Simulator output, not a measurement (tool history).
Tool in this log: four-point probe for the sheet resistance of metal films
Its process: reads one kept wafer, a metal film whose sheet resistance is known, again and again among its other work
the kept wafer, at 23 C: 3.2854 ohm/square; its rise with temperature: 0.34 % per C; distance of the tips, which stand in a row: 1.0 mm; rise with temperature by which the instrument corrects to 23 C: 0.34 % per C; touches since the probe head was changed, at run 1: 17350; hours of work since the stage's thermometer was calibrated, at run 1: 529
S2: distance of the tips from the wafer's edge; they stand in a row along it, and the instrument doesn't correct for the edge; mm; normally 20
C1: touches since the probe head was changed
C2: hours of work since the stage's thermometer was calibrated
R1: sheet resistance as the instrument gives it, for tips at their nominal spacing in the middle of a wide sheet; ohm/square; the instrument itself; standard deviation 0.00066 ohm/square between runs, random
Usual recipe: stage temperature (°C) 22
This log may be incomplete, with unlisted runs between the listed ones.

Run 1, hour 0: usual settings; C1 17350; C2 529. Result: R1 3.303999 ohm/square.
Run 2, hour 30: usual settings; C1 17965; C2 550. Result: R1 3.305033 ohm/square.
Run 3, hour 63.7: usual settings but stage temperature (°C) 32; C1 18658; C2 574. Result: R1 3.303071 ohm/square.
Run 4, hour 116.2: usual settings but S2 9 mm; C1 19735; C2 611. Result: R1 3.321402 ohm/square.
Run 5, hour 144.6: usual settings but stage temperature (°C) 25, S2 9 mm; C1 20319; C2 631. Result: R1 3.320475 ohm/square.
Run 6, hour 194.8: usual settings but stage temperature (°C) 25, S2 9 mm; C1 21351; C2 666. Result: R1 3.321446 ohm/square.
Run 7, hour 226.1: usual settings; C1 21994; C2 688. Result: R1 3.30273 ohm/square.
Run 8, hour 272: usual settings but S2 37 mm; C1 22937; C2 721. Result: R1 3.300564 ohm/square.
Run 9, hour 320.4: usual settings but S2 37 mm; C1 23930; C2 755. Result: R1 3.29955 ohm/square.
Run 10, hour 363.8: usual settings but stage temperature (°C) 26, S2 18 mm; C1 24822; C2 786. Result: R1 3.303601 ohm/square.
Run 11, hour 413.6: usual settings but stage temperature (°C) 26, S2 18 mm; C1 25844; C2 821. Result: R1 3.303006 ohm/square.
Run 12, hour 442.1: usual settings but S2 36 mm; C1 26430; C2 841. Result: R1 3.299984 ohm/square.
Run 13, hour 471.8: usual settings but S2 36 mm; C1 27039; C2 862. Result: R1 3.297882 ohm/square.
Run 14, hour 512.8: usual settings but S2 6 mm; C1 27881; C2 891. Result: R1 3.347043 ohm/square.
Run 15, hour 566.5: usual settings but stage temperature (°C) 20, S2 6 mm; C1 28984; C2 929. Result: R1 3.346538 ohm/square.
Run 16, hour 592.2: usual settings but stage temperature (°C) 20, S2 6 mm; C1 29514; C2 947. Result: R1 3.34486 ohm/square.
Run 17, hour 622.5: usual settings but stage temperature (°C) 20, S2 6 mm; C1 30134; C2 968. Result: R1 3.346077 ohm/square.
Run 18, hour 671.2: usual settings but S2 31 mm; C1 31135; C2 1003. Result: R1 3.300354 ohm/square.

Alternative continuations, all from the tool just after run 18; predict every row:
Run A, hour 708.4: usual settings but S2 36 mm; C1 31899; C2 1029. Result: R1 ?.
Run B, hour 708.4: usual settings but stage temperature (°C) 24; C1 31899; C2 1029. Result: R1 ?.
Run C, hour 708.4: usual settings but stage temperature (°C) 23, S2 17 mm; C1 31899; C2 1029. Result: R1 ?.

run        R1
  A  3.298192
  B  3.301449
  C  3.303354
With the hidden condition removed and each run's random variation left untouched, the same runs would have given:
run        R1
  A  3.286638
  B  3.289863
  C  3.291772
